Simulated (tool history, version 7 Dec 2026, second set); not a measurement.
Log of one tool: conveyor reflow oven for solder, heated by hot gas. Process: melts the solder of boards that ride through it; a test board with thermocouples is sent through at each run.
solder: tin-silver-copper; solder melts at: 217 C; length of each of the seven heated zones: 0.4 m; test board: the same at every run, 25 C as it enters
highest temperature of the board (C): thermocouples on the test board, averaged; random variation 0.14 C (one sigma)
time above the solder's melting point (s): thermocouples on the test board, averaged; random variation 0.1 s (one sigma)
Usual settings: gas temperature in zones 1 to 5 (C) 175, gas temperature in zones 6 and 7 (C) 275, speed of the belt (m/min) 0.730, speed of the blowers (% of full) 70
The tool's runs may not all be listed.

| run | hour | gas temperature in zones 1 to 5 (C) | gas temperature in zones 6 and 7 (C) | speed of the belt (m/min) | speed of the blowers (% of full) | highest temperature of the board (C) | time above the solder's melting point (s) |
|---|---|---|---|---|---|---|---|
| 1 | 0.0 | 175 | 275 | 0.730 | 70 | 259.7 | 53.9 |
| 2 | 12.0 | 175 | 275 | 0.789 | 70 | 257.1 | 48.1 |
|  | 42.6 | flux residue cleaned out of gas plates and filters |
| 3 | 42.6 | 166 | 275 | 0.789 | 70 | 258.1 | 46.7 |
| 4 | 59.2 | 175 | 289 | 0.730 | 70 | 274.9 | 60.8 |
| 5 | 83.1 | 175 | 289 | 0.730 | 70 | 274.7 | 60.8 |
| 6 | 103.1 | 175 | 275 | 0.730 | 70 | 261.9 | 55.3 |
|  | 120.6 | thermocouples of zones 6 and 7 changed |
| 7 | 131.6 | 175 | 275 | 0.730 | 84 | 262.7 | 56.1 |
| 8 | 144.1 | 175 | 275 | 0.730 | 84 | 262.5 | 56.0 |
| 9 | 162.8 | 175 | 275 | 0.826 | 84 | 258.8 | 47.3 |
| 10 | 181.8 | 175 | 275 | 0.826 | 84 | 258.7 | 47.2 |
| 11 | 193.7 | 175 | 275 | 0.826 | 84 | 258.8 | 47.2 |
| 12 | 223.0 | 175 | 275 | 0.826 | 84 | 258.6 | 47.2 |
|  | 228.5 | belt drive overhauled, speed set with a stopwatch |
| 13 | 250.2 | 175 | 289 | 0.730 | 70 | 272.3 | 59.9 |
| 14 | 277.6 | 175 | 283 | 0.730 | 70 | 266.7 | 57.9 |
| 15 | 300.0 | 161 | 265 | 0.639 | 50 | 247.4 | 48.9 |
|  | 312.6 | belt drive overhauled, speed set with a stopwatch, once more |
| 16 | 321.5 | 169 | 267 | 0.738 | 59 | 248.1 | 43.7 |
| 17 | 347.7 | 179 | 281 | 0.688 | 70 | 267.0 | 62.1 |
| 18 | 366.8 | 179 | 281 | 0.688 | 70 | 267.0 | 62.2 |
| 19 | 378.8 | 175 | 267 | 0.644 | 69 | 255.4 | 59.3 |
| 20 | 402.4 | 175 | 267 | 0.644 | 69 | 255.3 | 59.4 |
| 21 | 431.9 | 177 | 274 | 0.624 | 67 | 262.5 | 65.7 |
| 22 | 451.8 | 177 | 274 | 0.624 | 67 | 262.2 | 65.8 |
| 23 | 471.9 | 172 | 286 | 0.698 | 80 | 271.8 | 61.1 |
| 24 | 491.7 | 172 | 286 | 0.609 | 80 | 275.6 | 72.1 |
| 25 | 511.1 | 172 | 286 | 0.609 | 80 | 275.6 | 71.9 |
| 26 | 524.0 | 169 | 288 | 0.721 | 53 | 264.7 | 54.6 |
|  | 551.6 | flux residue cleaned out of gas plates and filters |
| 27 | 552.7 | 169 | 288 | 0.721 | 53 | 266.7 | 55.8 |

Measured less the same run without the tool's hidden state. The same run-to-run variation is in both; the gauge's scatter may not be:
The hidden state here: heat that the gas passes to the board, % of a clean oven's; belt's true speed, % of the reading; true gas temperature in zones 6 and 7 over the reading, C; drift of the gauge itself on peak_c, C; drift of the gauge itself on liquid_s, %.
| run | highest temperature of the board (C) | time above the solder's melting point (s) |
|---|---|---|
| 1 | -0.3 | -0.1 |
| 2 | -0.6 | -0.4 |
| 3 | +2.1 | +1.5 |
| 4 | +2.1 | +1.2 |
| 5 | +2.0 | +1.2 |
| 6 | +2.0 | +1.3 |
| 7 | -0.4 | +0.2 |
| 8 | -0.4 | +0.2 |
| 9 | -0.5 | +0.1 |
| 10 | -0.6 | +0.0 |
| 11 | -0.6 | +0.0 |
| 12 | -0.8 | -0.2 |
| 13 | -0.6 | +0.5 |
| 14 | -0.6 | +0.4 |
| 15 | -0.4 | +0.2 |
| 16 | -1.0 | -0.9 |
| 17 | -1.0 | -0.4 |
| 18 | -1.1 | -0.4 |
| 19 | -0.9 | -0.7 |
| 20 | -1.0 | -0.8 |
| 21 | -1.0 | -0.5 |
| 22 | -1.0 | -0.6 |
| 23 | -1.6 | -0.6 |
| 24 | -1.3 | -0.4 |
| 25 | -1.4 | -0.4 |
| 26 | -1.7 | -0.8 |
| 27 | +0.3 | +0.3 |
